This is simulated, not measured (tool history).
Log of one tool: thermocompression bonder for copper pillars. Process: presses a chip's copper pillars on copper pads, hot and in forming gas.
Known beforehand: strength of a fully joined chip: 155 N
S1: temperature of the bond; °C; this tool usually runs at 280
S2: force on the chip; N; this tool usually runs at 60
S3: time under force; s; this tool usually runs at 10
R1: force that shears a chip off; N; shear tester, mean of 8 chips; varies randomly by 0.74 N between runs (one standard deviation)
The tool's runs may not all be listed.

| run | hour | S1 | S2 | S3 | R1 |
|---|---|---|---|---|---|
| 1 | 0.0 | 280 | 60 | 10 | 59.5 |
| 2 | 9.7 | 280 | 60 | 10 | 58.6 |
| 3 | 20.4 | 280 | 60 | 10 | 57.0 |
| 4 | 28.4 | 280 | 60 | 10 | 57.3 |
| 5 | 38.3 | 280 | 60 | 10 | 58.4 |
| 6 | 46.7 | 280 | 60 | 10 | 57.9 |
| 7 | 53.5 | 280 | 60 | 10 | 59.1 |
| 8 | 61.3 | 282 | 60 | 10 | 60.3 |
| 9 | 70.6 | 302 | 60 | 10 | 77.9 |
| 10 | 77.6 | 292 | 60 | 10 | 70.3 |
| 11 | 87.2 | 292 | 60 | 10 | 69.3 |
| 12 | 96.2 | 292 | 60 | 10 | 69.3 |
| 13 | 104.8 | 292 | 60 | 10 | 69.8 |
| 14 | 109.6 | 292 | 60 | 10 | 69.8 |
| 15 | 115.8 | 280 | 60 | 10 | 58.4 |
| 16 | 122.6 | 280 | 60 | 17 | 71.0 |
| 17 | 130.1 | 280 | 60 | 17 | 71.3 |
| 18 | 140.7 | 280 | 60 | 17 | 68.8 |
| 19 | 150.6 | 280 | 60 | 10 | 59.1 |
| 20 | 162.0 | 280 | 88 | 10 | 85.5 |
| 21 | 167.2 | 280 | 88 | 10 | 86.4 |
| 22 | 173.5 | 280 | 88 | 28 | 112.8 |
| 23 | 183.1 | 280 | 88 | 28 | 114.6 |
| 24 | 191.6 | 304 | 39 | 28 | 76.8 |
| 25 | 196.7 | 256 | 43 | 12 | 27.4 |
| 26 | 207.4 | 256 | 62 | 26 | 58.6 |
| 27 | 213.6 | 256 | 62 | 26 | 58.8 |
| 28 | 222.1 | 256 | 62 | 26 | 60.2 |
| 29 | 227.8 | 256 | 62 | 26 | 58.9 |
| 30 | 235.4 | 303 | 60 | 10 | 79.6 |
| 31 | 242.4 | 303 | 60 | 10 | 80.5 |

Expected results for the next run?
| 32 | 251.8 | 306 | 61 | 10 | ? |

R1: 84.3 N
Take away the tool's hidden state, keep the run-to-run variation as it was, and the same run would have given R1 80.4 N.
